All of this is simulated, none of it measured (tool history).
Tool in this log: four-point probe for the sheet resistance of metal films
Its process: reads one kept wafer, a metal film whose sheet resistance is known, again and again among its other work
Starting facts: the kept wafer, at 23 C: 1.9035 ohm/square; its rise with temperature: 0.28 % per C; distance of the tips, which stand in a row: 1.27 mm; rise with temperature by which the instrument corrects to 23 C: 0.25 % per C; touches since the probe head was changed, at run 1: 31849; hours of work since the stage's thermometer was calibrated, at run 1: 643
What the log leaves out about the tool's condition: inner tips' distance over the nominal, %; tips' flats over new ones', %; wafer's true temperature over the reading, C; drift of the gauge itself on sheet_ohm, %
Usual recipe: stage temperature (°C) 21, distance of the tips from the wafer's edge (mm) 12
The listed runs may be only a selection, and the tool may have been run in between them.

run   hour  stage temperature (°C)  distance of the tips from the wafer's edge (mm)  touches since the probe head was changed  hours of work since the stage's thermometer was calibrated  sheet resistance as the instrument gives it (ohm/square)
  1    0.0                      21                                               12                                     31849                                                         643                                                  1.909332
  2   22.0                      21                                               12                                     32856                                                         656                                                  1.908958
  3   41.4                      21                                               12                                     33749                                                         667                                                  1.908047
  4   74.9                      22                                               12                                     35283                                                         685                                                  1.908214
  5  103.1                      21                                               12                                     36577                                                         701                                                  1.907091
  6  130.8                      21                                               12                                     37850                                                         717                                                  1.907265
  7  159.2                      21                                               12                                     39155                                                         733                                                  1.906412
     162.0  -- stage's thermometer calibrated
  8  181.4                      21                                               12                                     40148                                                          11                                                  1.906693
  9  198.8                      21                                               12                                     40947                                                          21                                                  1.905868
 10  215.5                      21                                               12                                     41712                                                          30                                                  1.905906
 11  231.0                      21                                               12                                     42426                                                          39                                                  1.905316
 12  264.6                      27                                               12                                     43969                                                          58                                                  1.908091
     272.8  -- stage's thermometer calibrated, once more
 13  286.6                      18                                               15                                     44951                                                           8                                                  1.896859
 14  317.7                      24                                                7                                     46383                                                          25                                                  1.925441
 15  352.3                      24                                                7                                     47970                                                          45                                                  1.925586
 16  368.3                      20                                                9                                     48703                                                          54                                                  1.909809
 17  405.3                      23                                               12                                     50402                                                          75                                                  1.901170
 18  426.0                      23                                               12                                     51348                                                          86                                                  1.901490
 19  459.6                      25                                               15                                     52892                                                         105                                                  1.897880
 20  490.7                      30                                               12                                     54319                                                         123                                                  1.903527
 21  527.7                      28                                                3                                     56015                                                         144                                                  2.056130
 22  549.2                      34                                               45                                     57002                                                         156                                                  1.894043
 23  574.8                      35                                                6                                     58179                                                         170                                                  1.936846

4 ways to go on from here, each from the tool as it stands after run 23. What would each give?
  A  598.7                      35                                               11                                     59277                                                         184                                                         ?
  B  598.7                      25                                                3                                     59277                                                         184                                                         ?
  C  598.7                      35                                               47                                     59277                                                         184                                                         ?
  D  598.7                      18                                               11                                     59277                                                         184                                                         ?

run  sheet resistance as the instrument gives it (ohm/square)
  A                                                  1.906245
  B                                                  2.052828
  C                                                  1.893346
  D                                                  1.898980
The same runs, with their run-to-run variation unchanged, on a tool lacking any hidden condition would have given:
run  sheet resistance as the instrument gives it (ohm/square)
  A                                                  1.922777
  B                                                  2.070496
  C                                                  1.909774
  D                                                  1.915432
